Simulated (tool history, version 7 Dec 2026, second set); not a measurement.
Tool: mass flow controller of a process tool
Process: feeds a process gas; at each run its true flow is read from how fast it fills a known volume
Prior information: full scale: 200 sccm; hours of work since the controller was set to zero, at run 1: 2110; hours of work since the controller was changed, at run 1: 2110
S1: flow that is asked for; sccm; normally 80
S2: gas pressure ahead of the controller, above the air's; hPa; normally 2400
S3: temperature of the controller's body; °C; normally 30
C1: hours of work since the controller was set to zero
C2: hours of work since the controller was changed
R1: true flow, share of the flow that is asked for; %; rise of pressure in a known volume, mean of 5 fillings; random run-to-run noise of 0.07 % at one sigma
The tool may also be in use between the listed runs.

run 1 hour=0 | S1=80 S2=2400 S3=30 | C1=2110 C2=2110 | R1=98.25
run 2 hour=36.2 | S1=80 S2=2400 S3=30 | C1=2137 C2=2137 | R1=98.42
run 3 hour=115.4 | S1=80 S2=2400 S3=30 | C1=2195 C2=2195 | R1=98.48
run 4 hour=192.3 | S1=80 S2=2400 S3=30 | C1=2251 C2=2251 | R1=98.35
run 5 hour=264.8 | S1=80 S2=2400 S3=30 | C1=2305 C2=2305 | R1=98.39
run 6 hour=339 | S1=80 S2=2400 S3=30 | C1=2360 C2=2360 | R1=98.48
run 7 hour=397.2 | S1=80 S2=2400 S3=30 | C1=2402 C2=2402 | R1=98.34
run 8 hour=443.2 | S1=80 S2=2400 S3=32 | C1=2436 C2=2436 | R1=98.33
run 9 hour=510.1 | S1=41 S2=2400 S3=32 | C1=2486 C2=2486 | R1=98.84
run 10 hour=565.8 | S1=41 S2=2400 S3=32 | C1=2527 C2=2527 | R1=98.87
run 11 hour=605.2 | S1=41 S2=2400 S3=32 | C1=2556 C2=2556 | R1=98.79
run 12 hour=645.7 | S1=41 S2=2400 S3=32 | C1=2585 C2=2585 | R1=98.75
run 13 hour=715.5 | S1=80 S2=2400 S3=30 | C1=2637 C2=2637 | R1=98.59
run 14 hour=762.6 | S1=80 S2=2400 S3=30 | C1=2671 C2=2671 | R1=98.55
run 15 hour=820.9 | S1=80 S2=2400 S3=30 | C1=2714 C2=2714 | R1=98.62
run 16 hour=860.2 | S1=80 S2=2400 S3=30 | C1=2743 C2=2743 | R1=98.45
run 17 hour=907.6 | S1=80 S2=2400 S3=30 | C1=2778 C2=2778 | R1=98.47
run 18 hour=949.9 | S1=80 S2=2400 S3=30 | C1=2809 C2=2809 | R1=98.59
run 19 hour=1011.2 | S1=80 S2=2400 S3=30 | C1=2855 C2=2855 | R1=98.5
run 20 hour=1066.7 | S1=80 S2=2400 S3=30 | C1=2895 C2=2895 | R1=98.55
run 21 hour=1128.5 | S1=28 S2=2400 S3=30 | C1=2941 C2=2941 | R1=100.12
run 22 hour=1177.1 | S1=28 S2=2400 S3=30 | C1=2977 C2=2977 | R1=100.12
run 23 hour=1230.9 | S1=28 S2=2400 S3=30 | C1=3016 C2=3016 | R1=100.11
run 24 hour=1271.2 | S1=28 S2=2400 S3=30 | C1=3046 C2=3046 | R1=100.15
run 25 hour=1338.7 | S1=28 S2=2400 S3=30 | C1=3096 C2=3096 | R1=100.11
run 26 hour=1403.5 | S1=57 S2=1440 S3=30 | C1=3143 C2=3143 | R1=99.11
run 27 hour=1461 | S1=57 S2=1440 S3=30 | C1=3186 C2=3186 | R1=99.13
run 28 hour=1504.4 | S1=43 S2=2400 S3=24 | C1=3218 C2=3218 | R1=99.73
run 29 hour=1553.3 | S1=43 S2=2400 S3=24 | C1=3254 C2=3254 | R1=99.95
run 30 hour=1603.6 | S1=173 S2=1680 S3=30 | C1=3291 C2=3291 | R1=98.98
run 31 hour=1668.5 | S1=173 S2=1680 S3=40 | C1=3339 C2=3339 | R1=97.88
run 32 hour=1755.4 | S1=194 S2=1910 S3=40 | C1=3403 C2=3403 | R1=98.06
run 33 hour=1796.7 | S1=198 S2=1840 S3=20 | C1=3433 C2=3433 | R1=100.38
run 34 hour=1848.5 | S1=113 S2=1990 S3=34 | C1=3471 C2=3471 | R1=98.14
run 35 hour=1884.8 | S1=172 S2=1990 S3=40 | C1=3498 C2=3498 | R1=97.82
run 36 hour=1962.9 | S1=80 S2=2470 S3=22 | C1=3555 C2=3555 | R1=99.54
run 37 hour=2045 | S1=80 S2=2470 S3=29 | C1=3616 C2=3616 | R1=98.62
run 38 hour=2123.9 | S1=80 S2=2470 S3=29 | C1=3674 C2=3674 | R1=98.76
run 39 hour=2205.8 | S1=80 S2=1980 S3=30 | C1=3734 C2=3734 | R1=98.84
run 40 hour=2272.6 | S1=57 S2=2660 S3=25 | C1=3784 C2=3784 | R1=99.52
run 41 hour=2355.2 | S1=57 S2=2660 S3=25 | C1=3844 C2=3844 | R1=99.39
run 42 hour=2412.1 | S1=57 S2=2660 S3=25 | C1=3886 C2=3886 | R1=99.39
run 43 hour=2454.2 | S1=56 S2=2350 S3=30 | C1=3917 C2=3917 | R1=99.14
run 44 hour=2535.4 | S1=51 S2=2740 S3=27 | C1=3977 C2=3977 | R1=99.37
run 45 hour=2573.9 | S1=51 S2=2740 S3=27 | C1=4005 C2=4005 | R1=99.48
run 46 hour=2640.9 | S1=80 S2=2210 S3=39 | C1=4055 C2=4055 | R1=97.75
run 47 hour=2701.3 | S1=45 S2=2680 S3=30 | C1=4099 C2=4099 | R1=99.4

Alternative continuations, all from the tool just after run 47; predict every row:
run A hour=2784.5 | S1=131 S2=2040 S3=28 | C1=4161 C2=4161 | R1=?
run B hour=2784.5 | S1=47 S2=1430 S3=27 | C1=4161 C2=4161 | R1=?
run C hour=2784.5 | S1=49 S2=2030 S3=32 | C1=4161 C2=4161 | R1=?
run D hour=2784.5 | S1=45 S2=2680 S3=29 | C1=4161 C2=4161 | R1=?

run=A R1=99.05
run=B R1=100.09
run=C R1=99.23
run=D R1=99.61
The same runs, with their run-to-run variation unchanged, on a tool lacking any hidden condition would have given:
run=A R1=98.99
run=B R1=98.29
run=C R1=97.55
run=D R1=97.69
